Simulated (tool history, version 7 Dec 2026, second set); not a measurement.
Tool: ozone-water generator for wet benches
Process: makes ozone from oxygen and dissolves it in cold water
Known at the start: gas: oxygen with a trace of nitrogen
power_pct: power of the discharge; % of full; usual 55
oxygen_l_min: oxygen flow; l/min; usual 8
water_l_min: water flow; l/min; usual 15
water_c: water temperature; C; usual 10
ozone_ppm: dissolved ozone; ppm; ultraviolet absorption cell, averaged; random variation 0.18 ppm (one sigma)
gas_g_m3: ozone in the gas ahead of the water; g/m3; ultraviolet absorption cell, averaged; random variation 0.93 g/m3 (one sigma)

{"run": 1, "day": 0.0, "power_pct": 55, "oxygen_l_min": 8, "water_l_min": 15, "water_c": 10, "ozone_ppm": 21.9, "gas_g_m3": 154.9}
{"run": 2, "day": 1.571, "power_pct": 55, "oxygen_l_min": 13.38, "water_l_min": 15, "water_c": 10, "ozone_ppm": 21.4, "gas_g_m3": 125.7}
{"run": 3, "day": 3.567, "power_pct": 55, "oxygen_l_min": 8, "water_l_min": 15, "water_c": 15, "ozone_ppm": 20, "gas_g_m3": 153.3}
{"run": 4, "day": 5.304, "power_pct": 55, "oxygen_l_min": 8, "water_l_min": 15, "water_c": 15, "ozone_ppm": 20, "gas_g_m3": 155.1}
{"run": 5, "day": 7.183, "power_pct": 55, "oxygen_l_min": 8, "water_l_min": 13, "water_c": 10, "ozone_ppm": 24.4, "gas_g_m3": 155.4}
{"run": 6, "day": 9.238, "power_pct": 55, "oxygen_l_min": 8, "water_l_min": 13, "water_c": 10, "ozone_ppm": 24.5, "gas_g_m3": 154.9}
{"run": 7, "day": 11.029, "power_pct": 55, "oxygen_l_min": 8, "water_l_min": 13, "water_c": 10, "ozone_ppm": 24.5, "gas_g_m3": 157.5}
{"run": 8, "day": 12.438, "power_pct": 55, "oxygen_l_min": 8, "water_l_min": 13, "water_c": 10, "ozone_ppm": 24.4, "gas_g_m3": 155.8}
{"run": 9, "day": 14.204, "power_pct": 55, "oxygen_l_min": 8, "water_l_min": 13, "water_c": 10, "ozone_ppm": 24.4, "gas_g_m3": 155}
{"run": 10, "day": 15.592, "power_pct": 55, "oxygen_l_min": 8, "water_l_min": 13, "water_c": 10, "ozone_ppm": 24.3, "gas_g_m3": 152.9}
{"run": 11, "day": 17.412, "power_pct": 55, "oxygen_l_min": 8, "water_l_min": 15, "water_c": 6, "ozone_ppm": 23.1, "gas_g_m3": 155.8}
{"run": 12, "day": 19.467, "power_pct": 55, "oxygen_l_min": 8, "water_l_min": 15, "water_c": 6, "ozone_ppm": 23, "gas_g_m3": 154.4}
{"run": 13, "day": 20.612, "power_pct": 55, "oxygen_l_min": 8, "water_l_min": 15, "water_c": 6, "ozone_ppm": 23.2, "gas_g_m3": 153.9}
{"run": 14, "day": 21.896, "power_pct": 55, "oxygen_l_min": 8, "water_l_min": 15, "water_c": 6, "ozone_ppm": 23, "gas_g_m3": 154.8}
{"run": 15, "day": 23.446, "power_pct": 55, "oxygen_l_min": 8, "water_l_min": 12, "water_c": 6, "ozone_ppm": 27.8, "gas_g_m3": 153}
{"day": 24.254, "done": "contactor cleaned"}
{"run": 16, "day": 24.542, "power_pct": 55, "oxygen_l_min": 8, "water_l_min": 12, "water_c": 6, "ozone_ppm": 30.5, "gas_g_m3": 155.3}
{"run": 17, "day": 25.488, "power_pct": 55, "oxygen_l_min": 8, "water_l_min": 12, "water_c": 6, "ozone_ppm": 30.3, "gas_g_m3": 152.1}
{"run": 18, "day": 27.008, "power_pct": 77, "oxygen_l_min": 6.79, "water_l_min": 11, "water_c": 15, "ozone_ppm": 32.9, "gas_g_m3": 199.9}
{"run": 19, "day": 28.708, "power_pct": 55, "oxygen_l_min": 8, "water_l_min": 24, "water_c": 6, "ozone_ppm": 16, "gas_g_m3": 154.9}
{"run": 20, "day": 29.783, "power_pct": 45, "oxygen_l_min": 8, "water_l_min": 24, "water_c": 13, "ozone_ppm": 12.8, "gas_g_m3": 137.3}
{"run": 21, "day": 31.967, "power_pct": 76, "oxygen_l_min": 12.23, "water_l_min": 17, "water_c": 9, "ozone_ppm": 25.8, "gas_g_m3": 154.3}
{"run": 22, "day": 33.058, "power_pct": 76, "oxygen_l_min": 12.23, "water_l_min": 17, "water_c": 9, "ozone_ppm": 26, "gas_g_m3": 154.8}
{"run": 23, "day": 35.096, "power_pct": 60, "oxygen_l_min": 4.83, "water_l_min": 15, "water_c": 8, "ozone_ppm": 24.2, "gas_g_m3": 196.6}
{"run": 24, "day": 36.1, "power_pct": 87, "oxygen_l_min": 6.38, "water_l_min": 15, "water_c": 8, "ozone_ppm": 31, "gas_g_m3": 218.2}
{"run": 25, "day": 37.108, "power_pct": 87, "oxygen_l_min": 6.38, "water_l_min": 15, "water_c": 15, "ozone_ppm": 27.1, "gas_g_m3": 219.5}
{"run": 26, "day": 38.879, "power_pct": 87, "oxygen_l_min": 6.38, "water_l_min": 11, "water_c": 15, "ozone_ppm": 35.4, "gas_g_m3": 218.5}
{"run": 27, "day": 40.412, "power_pct": 87, "oxygen_l_min": 6.38, "water_l_min": 11, "water_c": 15, "ozone_ppm": 35.5, "gas_g_m3": 217.5}
{"run": 28, "day": 42.45, "power_pct": 42, "oxygen_l_min": 9.42, "water_l_min": 21, "water_c": 10, "ozone_ppm": 14.9, "gas_g_m3": 123.8}
{"run": 29, "day": 43.433, "power_pct": 42, "oxygen_l_min": 9.42, "water_l_min": 21, "water_c": 6, "ozone_ppm": 15.8, "gas_g_m3": 122.3}
{"run": 30, "day": 44.504, "power_pct": 43, "oxygen_l_min": 9.42, "water_l_min": 21, "water_c": 15, "ozone_ppm": 13.8, "gas_g_m3": 122.9}
{"run": 31, "day": 45.517, "power_pct": 43, "oxygen_l_min": 9.42, "water_l_min": 21, "water_c": 15, "ozone_ppm": 13.7, "gas_g_m3": 123.7}
{"run": 32, "day": 46.833, "power_pct": 55, "oxygen_l_min": 4.9, "water_l_min": 12, "water_c": 10, "ozone_ppm": 27, "gas_g_m3": 186.5}
{"run": 33, "day": 48.938, "power_pct": 74, "oxygen_l_min": 13.6, "water_l_min": 17, "water_c": 6, "ozone_ppm": 26.5, "gas_g_m3": 144.9}

Hidden state or all else? Some run-to-run changes of ozone_ppm, split into what the settings, what came in and random variation would give without the hidden state, and what is left for the hidden state (with any gauge scatter that isn't in both results):
The hidden state here: yield of the discharge, % of new electrodes'; contactor's efficiency, % of a clean one's; true water temperature over the reading, C; drift of the gauge itself on ozone_ppm, %; drift of the gauge itself on gas_g_m3, %.
Run 15 -> 16: contactor cleaned. ozone_ppm +2.7 ppm: hidden state +2.5, all else +0.2.
Run 18 -> 19: power_pct 77 -> 55, oxygen_l_min 6.79 -> 8, water_l_min 11 -> 24, water_c 15 -> 6. ozone_ppm -16.9 ppm: hidden state +0.6, all else -17.5.
Run 27 -> 28: power_pct 87 -> 42, oxygen_l_min 6.38 -> 9.42, water_l_min 11 -> 21, water_c 15 -> 10. ozone_ppm -20.6 ppm: hidden state +1.1, all else -21.7.
Run 31 -> 32: power_pct 43 -> 55, oxygen_l_min 9.42 -> 4.9, water_l_min 21 -> 12, water_c 15 -> 10. ozone_ppm +13.3 ppm: hidden state -0.6, all else +13.9.
